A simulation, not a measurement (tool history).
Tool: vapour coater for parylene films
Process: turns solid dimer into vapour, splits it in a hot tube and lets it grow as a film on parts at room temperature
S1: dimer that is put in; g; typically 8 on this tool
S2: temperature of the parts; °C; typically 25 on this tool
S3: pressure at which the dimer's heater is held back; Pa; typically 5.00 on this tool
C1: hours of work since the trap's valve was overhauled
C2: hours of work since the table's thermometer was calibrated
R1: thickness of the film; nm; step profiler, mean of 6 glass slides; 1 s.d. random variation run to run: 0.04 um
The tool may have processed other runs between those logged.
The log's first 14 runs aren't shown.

Run 15, hour 567.0: usual settings; C1 67; C2 1038. Result: R1 3410 nm.
At hour 609.2: trap's valve overhauled, once more.
Run 16, hour 609.2: usual settings; C1 0; C2 1065. Result: R1 4200 nm.
Run 17, hour 631.2: usual settings; C1 15; C2 1080. Result: R1 4150 nm.
Run 18, hour 657.1: usual settings but S3 3.42 Pa; C1 34; C2 1099. Result: R1 4480 nm.
Run 19, hour 681.3: usual settings but S3 3.42 Pa; C1 50; C2 1116. Result: R1 4520 nm.
Run 20, hour 730.1: usual settings but S3 3.42 Pa; C1 85; C2 1150. Result: R1 4430 nm.
Run 21, hour 752.4: usual settings but S1 6 g, S3 3.42 Pa; C1 100; C2 1165. Result: R1 3280 nm.
Run 22, hour 801.4: usual settings; C1 135; C2 1200. Result: R1 3950 nm.
Run 23, hour 831.3: usual settings; C1 156; C2 1221. Result: R1 3880 nm.
At hour 856.3: table's thermometer calibrated.
Run 24, hour 885.4: usual settings; C1 193; C2 20. Result: R1 4060 nm.

Run 25 is up next; what results do you expect?
Run 25, hour 936.1: usual settings but S3 7.68 Pa; C1 228; C2 56. Result: R1 ?.

R1: 3670 nm
With no hidden state in the tool, this same run would have given R1 3970 nm.
